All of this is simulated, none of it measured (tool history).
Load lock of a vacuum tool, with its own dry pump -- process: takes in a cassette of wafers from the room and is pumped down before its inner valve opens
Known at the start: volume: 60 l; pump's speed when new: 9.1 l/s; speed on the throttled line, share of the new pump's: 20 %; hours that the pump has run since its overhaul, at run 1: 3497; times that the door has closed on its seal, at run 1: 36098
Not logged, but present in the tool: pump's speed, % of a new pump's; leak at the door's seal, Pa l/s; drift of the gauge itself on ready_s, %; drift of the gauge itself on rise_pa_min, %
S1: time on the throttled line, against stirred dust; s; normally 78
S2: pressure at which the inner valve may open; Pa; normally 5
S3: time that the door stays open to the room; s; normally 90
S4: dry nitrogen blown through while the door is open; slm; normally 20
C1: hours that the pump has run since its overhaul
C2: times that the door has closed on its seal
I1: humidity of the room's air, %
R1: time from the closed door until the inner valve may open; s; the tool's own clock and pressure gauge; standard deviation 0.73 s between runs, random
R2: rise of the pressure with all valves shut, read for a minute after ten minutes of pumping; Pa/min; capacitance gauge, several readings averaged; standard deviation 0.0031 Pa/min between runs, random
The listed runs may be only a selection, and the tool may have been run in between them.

{"run": 1, "hour": 0.0, "S1": 78, "S2": 5, "S3": 90, "S4": 20, "C1": 3497, "C2": 36098, "I1": 44.1, "R1": 132.6, "R2": 0.309}
{"run": 2, "hour": 145.2, "S1": 78, "S2": 5, "S3": 90, "S4": 20, "C1": 3642, "C2": 36627, "I1": 45.7, "R1": 131.8, "R2": 0.321}
{"run": 3, "hour": 397.9, "S1": 78, "S2": 5, "S3": 90, "S4": 20, "C1": 3895, "C2": 37548, "I1": 46.4, "R1": 132.1, "R2": 0.317}
{"run": 4, "hour": 625.1, "S1": 78, "S2": 5, "S3": 90, "S4": 20, "C1": 4122, "C2": 38377, "I1": 47.7, "R1": 133.3, "R2": 0.341}
{"run": 5, "hour": 935.4, "S1": 78, "S2": 5, "S3": 90, "S4": 20, "C1": 4433, "C2": 39508, "I1": 45.5, "R1": 132.0, "R2": 0.358}
{"run": 6, "hour": 1112.5, "S1": 78, "S2": 5, "S3": 90, "S4": 20, "C1": 4610, "C2": 40153, "I1": 47.3, "R1": 135.3, "R2": 0.367}
{"run": 7, "hour": 1302.1, "S1": 78, "S2": 5, "S3": 90, "S4": 20, "C1": 4799, "C2": 40844, "I1": 45.9, "R1": 135.1, "R2": 0.363}
{"run": 8, "hour": 1503.0, "S1": 78, "S2": 5, "S3": 90, "S4": 40, "C1": 5000, "C2": 41577, "I1": 42.4, "R1": 134.4, "R2": 0.348}
{"run": 9, "hour": 1682.3, "S1": 78, "S2": 5, "S3": 90, "S4": 30, "C1": 5180, "C2": 42230, "I1": 48.4, "R1": 134.2, "R2": 0.365}
{"run": 10, "hour": 1914.1, "S1": 78, "S2": 5, "S3": 56, "S4": 20, "C1": 5411, "C2": 43075, "I1": 45.3, "R1": 134.8, "R2": 0.38}
{"run": 11, "hour": 2133.8, "S1": 78, "S2": 5, "S3": 56, "S4": 20, "C1": 5631, "C2": 43876, "I1": 49.1, "R1": 135.0, "R2": 0.401}
{"run": 12, "hour": 2362.5, "S1": 78, "S2": 5, "S3": 56, "S4": 20, "C1": 5860, "C2": 44710, "I1": 45.2, "R1": 135.2, "R2": 0.398}
{"run": 13, "hour": 2687.9, "S1": 78, "S2": 5, "S3": 56, "S4": 20, "C1": 6185, "C2": 45896, "I1": 44.2, "R1": 136.1, "R2": 0.425}
{"run": 14, "hour": 2936.7, "S1": 78, "S2": 5, "S3": 56, "S4": 20, "C1": 6434, "C2": 46803, "I1": 44.4, "R1": 135.5, "R2": 0.446}
{"run": 15, "hour": 3185.9, "S1": 78, "S2": 5, "S3": 56, "S4": 20, "C1": 6683, "C2": 47711, "I1": 44.9, "R1": 135.6, "R2": 0.451}
{"run": 16, "hour": 3353.2, "S1": 78, "S2": 5, "S3": 56, "S4": 20, "C1": 6850, "C2": 48321, "I1": 44.0, "R1": 137.7, "R2": 0.457}
{"run": 17, "hour": 3659.1, "S1": 151, "S2": 6, "S3": 232, "S4": 20, "C1": 7156, "C2": 49437, "I1": 44.9, "R1": 189.8, "R2": 0.502}
{"run": 18, "hour": 3826.9, "S1": 53, "S2": 6, "S3": 90, "S4": 20, "C1": 7324, "C2": 50048, "I1": 45.6, "R1": 116.5, "R2": 0.487}
{"run": 19, "hour": 4006.0, "S1": 53, "S2": 6, "S3": 90, "S4": 20, "C1": 7503, "C2": 50701, "I1": 41.3, "R1": 116.1, "R2": 0.498}
{"run": 20, "hour": 4159.8, "S1": 78, "S2": 5, "S3": 90, "S4": 20, "C1": 7657, "C2": 51261, "I1": 44.5, "R1": 137.4, "R2": 0.509}
{"run": 21, "hour": 4309.1, "S1": 83, "S2": 4, "S3": 55, "S4": 14, "C1": 7806, "C2": 51806, "I1": 45.8, "R1": 143.8, "R2": 0.523}
{"run": 22, "hour": 4621.3, "S1": 78, "S2": 9, "S3": 90, "S4": 16, "C1": 8119, "C2": 52944, "I1": 45.2, "R1": 132.6, "R2": 0.53}
{"run": 23, "hour": 4876.2, "S1": 105, "S2": 9, "S3": 90, "S4": 7, "C1": 8373, "C2": 53873, "I1": 47.1, "R1": 153.9, "R2": 0.561}
{"run": 24, "hour": 5156.9, "S1": 78, "S2": 5, "S3": 90, "S4": 25, "C1": 8654, "C2": 54896, "I1": 43.1, "R1": 137.7, "R2": 0.555}
{"run": 25, "hour": 5481.4, "S1": 78, "S2": 5, "S3": 90, "S4": 25, "C1": 8979, "C2": 56079, "I1": 42.1, "R1": 138.8, "R2": 0.57}
{"run": 26, "hour": 5726.2, "S1": 78, "S2": 5, "S3": 90, "S4": 25, "C1": 9223, "C2": 56972, "I1": 47.5, "R1": 139.4, "R2": 0.6}
{"hour": 5978.7, "done": "door's seal changed, seat wiped"}
{"run": 27, "hour": 6041.2, "S1": 68, "S2": 4, "S3": 145, "S4": 12, "C1": 9537, "C2": 228, "I1": 41.2, "R1": 135.6, "R2": 0.068}
{"run": 28, "hour": 6222.7, "S1": 123, "S2": 7, "S3": 145, "S4": 12, "C1": 9718, "C2": 890, "I1": 44.2, "R1": 169.8, "R2": 0.076}

Below are 5 alternative next runs, each starting from the tool's condition after run 28. Predict each:
{"run": "A", "hour": 6425.0, "S1": 78, "S2": 4, "S3": 67, "S4": 7, "C1": 9921, "C2": 1627, "I1": 44.5, "R1": "?", "R2": "?"}
{"run": "B", "hour": 6425.0, "S1": 123, "S2": 7, "S3": 32, "S4": 12, "C1": 9921, "C2": 1627, "I1": 43.8, "R1": "?", "R2": "?"}
{"run": "C", "hour": 6425.0, "S1": 99, "S2": 7, "S3": 145, "S4": 12, "C1": 9921, "C2": 1627, "I1": 42.0, "R1": "?", "R2": "?"}
{"run": "D", "hour": 6425.0, "S1": 123, "S2": 7, "S3": 30, "S4": 43, "C1": 9921, "C2": 1627, "I1": 46.2, "R1": "?", "R2": "?"}
{"run": "E", "hour": 6425.0, "S1": 57, "S2": 5, "S3": 96, "S4": 20, "C1": 9921, "C2": 1627, "I1": 46.6, "R1": "?", "R2": "?"}

run=A R1=142.4 R2=0.074
run=B R1=170.1 R2=0.056
run=C R1=152.4 R2=0.083
run=D R1=172.7 R2=0.033
run=E R1=125.6 R2=0.066
The same runs, with their run-to-run variation unchanged, on a tool lacking any hidden condition would have given:
run=A R1=130.2 R2=0.068
run=B R1=161.1 R2=0.051
run=C R1=142.2 R2=0.077
run=D R1=163.5 R2=0.027
run=E R1=112.6 R2=0.060
